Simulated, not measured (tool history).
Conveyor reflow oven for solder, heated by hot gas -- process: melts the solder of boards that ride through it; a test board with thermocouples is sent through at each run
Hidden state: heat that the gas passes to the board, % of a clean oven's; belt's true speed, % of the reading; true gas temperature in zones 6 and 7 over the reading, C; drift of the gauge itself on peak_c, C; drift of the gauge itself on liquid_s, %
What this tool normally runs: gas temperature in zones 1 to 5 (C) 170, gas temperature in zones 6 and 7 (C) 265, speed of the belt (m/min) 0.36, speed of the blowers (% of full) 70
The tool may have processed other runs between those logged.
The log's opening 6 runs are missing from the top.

| run | hour | gas temperature in zones 1 to 5 (C) | gas temperature in zones 6 and 7 (C) | speed of the belt (m/min) | speed of the blowers (% of full) | hours of work since the flux was cleaned out | hours of work since the belt drive was overhauled | hours of work since the thermocouples were changed | highest temperature of the board (C) | time above the solder's melting point (s) |
|---|---|---|---|---|---|---|---|---|---|---|
| 7 | 74.2 | 170 | 262 | 0.36 | 70 | 197 | 726 | 332 | 248.4 | 72.8 |
| 8 | 85.9 | 170 | 262 | 0.36 | 62 | 204 | 734 | 340 | 246.8 | 69.8 |
| 9 | 103.9 | 162 | 262 | 0.36 | 62 | 217 | 746 | 352 | 245.6 | 64.5 |
| 10 | 117.6 | 162 | 262 | 0.36 | 62 | 226 | 755 | 361 | 245.5 | 64.9 |
| 11 | 126.2 | 162 | 262 | 0.36 | 62 | 232 | 761 | 367 | 245.4 | 63.7 |
| 12 | 140.2 | 162 | 262 | 0.36 | 62 | 241 | 770 | 377 | 245.2 | 64 |
| 13 | 159.7 | 170 | 265 | 0.36 | 87 | 254 | 784 | 390 | 254.3 | 78.4 |
| 14 | 173.7 | 170 | 265 | 0.36 | 70 | 264 | 793 | 399 | 250.8 | 74.9 |
| 15 | 182.8 | 170 | 265 | 0.36 | 70 | 270 | 799 | 405 | 251.4 | 75.2 |
| 16 | 202.1 | 170 | 265 | 0.36 | 80 | 283 | 812 | 418 | 252.4 | 77.4 |
|  | 214.8 | flux residue cleaned out of gas plates and filters |
| 17 | 216.8 | 170 | 265 | 0.362 | 75 | 1 | 819 | 425 | 253.3 | 76.8 |
| 18 | 232.8 | 167 | 263 | 0.36 | 70 | 12 | 829 | 436 | 250 | 73 |
| 19 | 245.7 | 170 | 255 | 0.36 | 70 | 21 | 838 | 444 | 242.8 | 66.7 |
| 20 | 263.5 | 170 | 278 | 0.36 | 68 | 33 | 850 | 456 | 263.1 | 85.5 |
| 21 | 282.4 | 170 | 278 | 0.35 | 62 | 45 | 863 | 469 | 262.7 | 86.8 |
| 22 | 293.3 | 185 | 265 | 0.298 | 70 | 53 | 870 | 476 | 257.7 | 108.3 |
| 23 | 301.9 | 171 | 269 | 0.36 | 70 | 59 | 876 | 482 | 255.4 | 79.5 |

What will run 24 give?
| 24 | 314.7 | 171 | 269 | 0.36 | 70 | 67 | 885 | 491 | ? | ? |

highest temperature of the board (C): 255.7
time above the solder's melting point (s): 79.4
If the tool had no hidden condition, the same run with the same run-to-run variation would have returned highest temperature of the board (C) 256.9, time above the solder's melting point (s) 78.5.
